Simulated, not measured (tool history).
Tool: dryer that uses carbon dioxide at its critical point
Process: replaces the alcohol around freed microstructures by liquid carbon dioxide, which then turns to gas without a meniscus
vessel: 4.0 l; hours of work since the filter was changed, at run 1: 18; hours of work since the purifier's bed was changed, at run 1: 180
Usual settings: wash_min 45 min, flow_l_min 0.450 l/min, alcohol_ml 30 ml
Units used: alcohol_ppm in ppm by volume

run    day  wash_min  flow_l_min  alcohol_ml  hours of work since the filter was changed  hours of work since the purifier's bed was changed  alcohol_ppm
  1  0.000        45       0.450          30                                          18                                                 180           94
  2  0.775        45       0.450          30                                          29                                                 190           97
  3  1.704        71       0.450          30                                          41                                                 203           16
  4  2.142        71       0.450          30                                          47                                                 209           24
  5  2.775        71       0.450          30                                          56                                                 218           25
  6  3.358        45       0.450          91                                          64                                                 226          291
  7  4.071        45       0.450          91                                          74                                                 235          281
  8  4.462        45       0.450          91                                          79                                                 241          290
  9  5.108        38       0.343          30                                          88                                                 249          482
 10  5.567        66       0.500          30                                          94                                                 256           28
 11  6.308        45       0.450          94                                         104                                                 266          314
 12  6.758        45       0.450          94                                         110                                                 272          310

5 ways to go on from here, each from the tool as it stands after run 12. What would each give?
  A  7.258        40       0.450          94                                         117                                                 279            ?
  B  7.258        70       0.334         119                                         117                                                 279            ?
  C  7.258        32       0.522          52                                         117                                                 279            ?
  D  7.258        44       0.450          36                                         117                                                 279            ?
  E  7.258        32       0.501          48                                         117                                                 279            ?

run  alcohol_ppm
  A          510
  B          239
  C          365
  D          147
  E          389
Without the tool's unlogged condition, the same runs would have read:
run  alcohol_ppm
  A          381
  B          162
  C          274
  D          101
  E          297

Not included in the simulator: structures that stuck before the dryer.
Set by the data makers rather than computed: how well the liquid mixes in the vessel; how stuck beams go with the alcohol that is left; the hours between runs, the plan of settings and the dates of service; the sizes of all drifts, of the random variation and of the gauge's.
